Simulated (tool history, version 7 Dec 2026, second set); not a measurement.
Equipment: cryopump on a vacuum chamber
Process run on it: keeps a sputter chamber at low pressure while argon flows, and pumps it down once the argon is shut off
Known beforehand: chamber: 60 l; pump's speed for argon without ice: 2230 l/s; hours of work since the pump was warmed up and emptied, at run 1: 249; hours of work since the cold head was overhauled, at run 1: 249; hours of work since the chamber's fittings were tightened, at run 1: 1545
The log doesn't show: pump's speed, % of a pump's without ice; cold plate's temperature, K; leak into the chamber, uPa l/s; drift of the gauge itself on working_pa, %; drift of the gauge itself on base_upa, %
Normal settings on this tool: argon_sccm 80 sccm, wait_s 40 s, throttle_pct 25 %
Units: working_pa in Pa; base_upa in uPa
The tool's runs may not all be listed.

run	hour	argon_sccm	wait_s	throttle_pct	hours of work since the pump was warmed up and emptied	hours of work since the cold head was overhauled	hours of work since the chamber's fittings were tightened	working_pa	base_upa
1	0	80	40	25	249	249	1545	0.2475	1.28
2	11.2	80	40	25	255	255	1551	0.249	1.16
3	32.5	80	40	25	268	268	1564	0.2468	1.24
4	54.2	80	40	25	280	280	1576	0.2475	1.27
5	76.7	80	282	25	293	293	1589	0.2507	0.64
6	90	80	282	25	301	301	1597	0.2488	0.63
7	102.5	80	40	30	308	308	1604	0.2091	1.3
8	116.6	80	40	30	316	316	1613	0.2091	1.27
9	133	42	40	25	326	326	1622	0.1311	1.27
10	155.5	80	72	25	339	339	1635	0.2477	0.95
11	176.3	80	40	29	351	351	1647	0.2169	1.29
12	190.8	80	40	25	359	359	1656	0.2487	1.23
13	214.5	80	40	19	373	373	1669	0.3253	1.29
14	224.3	80	40	33	379	379	1675	0.1901	1.29
15	247.6	80	40	33	392	392	1688	0.191	1.28
16	269	80	40	33	405	405	1701	0.191	1.24
17	283	80	25	25	413	413	1709	0.2489	1.79
18	295.6	80	25	25	420	420	1716	0.2504	1.72
19	308.8	81	72	48	428	428	1724	0.1358	0.95
20	331	46	21	26	441	441	1737	0.1395	1.98
21	343.2	46	21	26	448	448	1744	0.1398	1.99
22	353	46	21	26	453	453	1750	0.1379	2.05
23	373.7	46	21	26	465	465	1762	0.1404	2.04
24	389.5	46	21	26	474	474	1771	0.1407	2.04
25	404.4	80	38	42	483	483	1779	0.1534	1.41
26	425.9	80	38	42	495	495	1792	0.1541	1.4
27	443	139	165	19	505	505	1802	0.5731	0.76
28	462.8	80	41	25	517	517	1813	0.2553	1.38
29	485.7	80	292	17	530	530	1826	0.3695	0.72
30	504.7	40	192	51	541	541	1837	0.0642	0.8
31	519.2	40	192	29	550	550	1846	0.1103	0.78
32	533	139	283	20	558	558	1854	0.5471	0.7
33	554.1	37	88	44	570	570	1866	0.0691	0.99
34	575.6	37	88	44	582	582	1879	0.0685	0.95
35	598.4	37	150	18	595	595	1892	0.1624	0.85

Each row is a separate what-if for the run after 35, all from the same tool condition, not one after another. Results?
A	617.5	101	103	18	607	607	1903	?	?
B	617.5	158	66	25	607	607	1903	?	?
C	617.5	37	150	36	607	607	1903	?	?

run	working_pa	base_upa
A	0.4416	0.9
B	0.5005	1.12
C	0.0834	0.84
What these runs would have given with no unlogged condition in the tool:
run	working_pa	base_upa
A	0.4256	0.38
B	0.4756	0.6
C	0.0775	0.34
